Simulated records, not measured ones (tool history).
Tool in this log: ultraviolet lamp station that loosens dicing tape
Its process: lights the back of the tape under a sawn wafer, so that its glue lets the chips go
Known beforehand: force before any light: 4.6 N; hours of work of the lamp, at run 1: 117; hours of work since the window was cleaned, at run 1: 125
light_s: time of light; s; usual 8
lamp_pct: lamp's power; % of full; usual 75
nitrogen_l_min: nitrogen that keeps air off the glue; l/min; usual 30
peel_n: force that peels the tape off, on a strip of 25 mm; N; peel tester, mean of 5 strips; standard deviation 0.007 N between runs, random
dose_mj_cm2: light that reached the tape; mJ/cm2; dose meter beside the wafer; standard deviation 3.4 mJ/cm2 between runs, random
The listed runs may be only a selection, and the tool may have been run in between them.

run    day  light_s  lamp_pct  nitrogen_l_min  hours of work of the lamp  hours of work since the window was cleaned  peel_n  dose_mj_cm2
  1      0        8        75              30                        117                                         125   0.282          493
  2  0.233        8        74              30                        119                                         127   0.285          481
  3  0.625       11        75              30                        123                                         131   0.176          672
  4  0.858       11        75              30                        126                                         134   0.192          667
  5  1.188        8        75              30                        129                                         137   0.287          485
  6  1.467        8        75              30                        132                                         140   0.293          487
  7  1.742        8        75              13                        135                                         143   0.543          479
  8  2.042        7        89              14                        138                                         146   0.464          501
  9  2.279        4        77              24                        141                                         149   1.067          251
 10  2.696       13        75              26                        145                                         153    0.17          774
 11  2.946        5        73              41                        148                                         156   0.607          285
 12  3.192        8        81              19                        150                                         158   0.343          516
 13  3.638        9        76              13                        155                                         163   0.416          540
 14  3.858        8        76              11                        157                                         165    0.58          478

Below are 4 alternative next runs, each starting from the tool's condition after run 14. Predict each:
  A  4.238        4        75              30                        161                                         170       ?            ?
  B  4.238        8        90              10                        161                                         170       ?            ?
  C  4.238        8        76              15                        161                                         170       ?            ?
  D  4.238       16        75              30                        161                                         170       ?            ?

run  peel_n  dose_mj_cm2
  A    0.99          233
  B   0.492          571
  C   0.496          477
  D   0.148          944
What these runs would have given with no unlogged condition in the tool:
run  peel_n  dose_mj_cm2
  A    0.81          267
  B   0.384          653
  C   0.386          546
  D   0.145         1081

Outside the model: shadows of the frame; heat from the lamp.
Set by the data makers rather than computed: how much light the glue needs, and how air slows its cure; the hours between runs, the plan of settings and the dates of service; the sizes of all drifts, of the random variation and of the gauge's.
